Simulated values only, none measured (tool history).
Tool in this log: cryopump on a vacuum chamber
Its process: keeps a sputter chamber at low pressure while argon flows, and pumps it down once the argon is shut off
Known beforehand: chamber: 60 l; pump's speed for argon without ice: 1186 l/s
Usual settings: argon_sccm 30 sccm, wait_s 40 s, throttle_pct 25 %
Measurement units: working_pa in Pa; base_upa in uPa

Run 1, day 0: usual settings. Result: working_pa 0.1727 Pa, base_upa 1.62 uPa.
Run 2, day 1.425: usual settings. Result: working_pa 0.1724 Pa, base_upa 1.69 uPa.
Run 3, day 2.262: usual settings. Result: working_pa 0.1723 Pa, base_upa 1.73 uPa.
Run 4, day 3.621: usual settings. Result: working_pa 0.1734 Pa, base_upa 1.84 uPa.
Run 5, day 4.721: usual settings. Result: working_pa 0.173 Pa, base_upa 1.78 uPa.
Run 6, day 5.446: usual settings. Result: working_pa 0.1746 Pa, base_upa 1.78 uPa.
Run 7, day 6.617: usual settings. Result: working_pa 0.1746 Pa, base_upa 1.93 uPa.
Run 8, day 7.662: usual settings. Result: working_pa 0.1745 Pa, base_upa 1.93 uPa.
Run 9, day 8.904: usual settings. Result: working_pa 0.1747 Pa, base_upa 1.98 uPa.
Run 10, day 9.75: usual settings. Result: working_pa 0.1733 Pa, base_upa 2.09 uPa.
Run 11, day 10.842: usual settings. Result: working_pa 0.175 Pa, base_upa 2.03 uPa.
Run 12, day 12.012: usual settings but throttle_pct 54 %. Result: working_pa 0.0826 Pa, base_upa 2.17 uPa.
Run 13, day 12.858: usual settings but argon_sccm 16 sccm, wait_s 294 s, throttle_pct 16 %. Result: working_pa 0.1447 Pa, base_upa 1.17 uPa.
Run 14, day 13.883: usual settings but argon_sccm 16 sccm, wait_s 294 s, throttle_pct 16 %. Result: working_pa 0.1454 Pa, base_upa 1.2 uPa.
Run 15, day 14.954: usual settings but argon_sccm 56 sccm, wait_s 294 s, throttle_pct 30 %. Result: working_pa 0.2777 Pa, base_upa 1.23 uPa.
Run 16, day 16.254: usual settings but argon_sccm 56 sccm, wait_s 294 s, throttle_pct 30 %. Result: working_pa 0.2759 Pa, base_upa 1.31 uPa.
Run 17, day 17.208: usual settings but argon_sccm 15 sccm, throttle_pct 20 %. Result: working_pa 0.1108 Pa, base_upa 2.39 uPa.
Run 18, day 18.342: usual settings but argon_sccm 15 sccm, throttle_pct 20 %. Result: working_pa 0.1103 Pa, base_upa 2.46 uPa.
Run 19, day 19.158: usual settings but argon_sccm 49 sccm, throttle_pct 20 %. Result: working_pa 0.3606 Pa, base_upa 2.54 uPa.

Run 20 comes next. What will it give?
Run 20, day 20.838: usual settings but argon_sccm 15 sccm, wait_s 265 s. Result: working_pa ?, base_upa ?.

{"run 20": {"working_pa": 0.0887, "base_upa": 1.56}}
The same run, on a tool lacking any hidden state, would have yielded working_pa 0.0854 Pa, base_upa 0.44 uPa.

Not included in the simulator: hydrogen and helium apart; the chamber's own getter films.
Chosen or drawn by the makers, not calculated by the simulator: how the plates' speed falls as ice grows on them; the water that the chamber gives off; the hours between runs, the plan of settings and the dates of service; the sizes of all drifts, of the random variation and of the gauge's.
